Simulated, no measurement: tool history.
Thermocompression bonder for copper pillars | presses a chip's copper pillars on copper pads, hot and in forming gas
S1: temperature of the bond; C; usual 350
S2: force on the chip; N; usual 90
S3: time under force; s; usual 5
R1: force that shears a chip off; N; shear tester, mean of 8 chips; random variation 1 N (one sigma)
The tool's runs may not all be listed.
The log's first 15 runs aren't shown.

{"run": 16, "hour": 765.5, "S1": 350, "S2": 90, "S3": 5, "R1": 81.7}
{"hour": 782.8, "done": "force cell calibrated"}
{"run": 17, "hour": 822.2, "S1": 350, "S2": 90, "S3": 5, "R1": 83.5}
{"run": 18, "hour": 882.1, "S1": 350, "S2": 90, "S3": 5, "R1": 79.8}
{"hour": 922.4, "done": "forming gas filter changed"}
{"run": 19, "hour": 928.3, "S1": 350, "S2": 90, "S3": 5, "R1": 86.8}
{"run": 20, "hour": 992.8, "S1": 350, "S2": 70, "S3": 3, "R1": 57.8}
{"run": 21, "hour": 1042.7, "S1": 321, "S2": 82, "S3": 6, "R1": 61.5}
{"run": 22, "hour": 1084.4, "S1": 324, "S2": 65, "S3": 7, "R1": 53.8}
{"run": 23, "hour": 1137.4, "S1": 322, "S2": 118, "S3": 7, "R1": 87}
{"run": 24, "hour": 1180.5, "S1": 363, "S2": 116, "S3": 8, "R1": 110.5}
{"run": 25, "hour": 1242.9, "S1": 355, "S2": 59, "S3": 7, "R1": 63.5}
{"hour": 1275.5, "done": "forming gas filter changed"}
{"run": 26, "hour": 1311.1, "S1": 350, "S2": 90, "S3": 7, "R1": 93.8}
{"run": 27, "hour": 1350.2, "S1": 350, "S2": 90, "S3": 7, "R1": 92.7}
{"run": 28, "hour": 1395.3, "S1": 364, "S2": 80, "S3": 3, "R1": 72.5}
{"hour": 1406.2, "done": "heater calibrated with a thermocouple chip"}
{"run": 29, "hour": 1432.4, "S1": 364, "S2": 80, "S3": 3, "R1": 76.9}
{"run": 30, "hour": 1478.0, "S1": 350, "S2": 89, "S3": 5, "R1": 85.4}

The next listed run, before its measurement:
{"run": 31, "hour": 1513.6, "S1": 376, "S2": 81, "S3": 9, "R1": "?"}

{"run 31": {"R1": 105.5}}
Without the tool's hidden state the same run would have given R1 111.3 N.

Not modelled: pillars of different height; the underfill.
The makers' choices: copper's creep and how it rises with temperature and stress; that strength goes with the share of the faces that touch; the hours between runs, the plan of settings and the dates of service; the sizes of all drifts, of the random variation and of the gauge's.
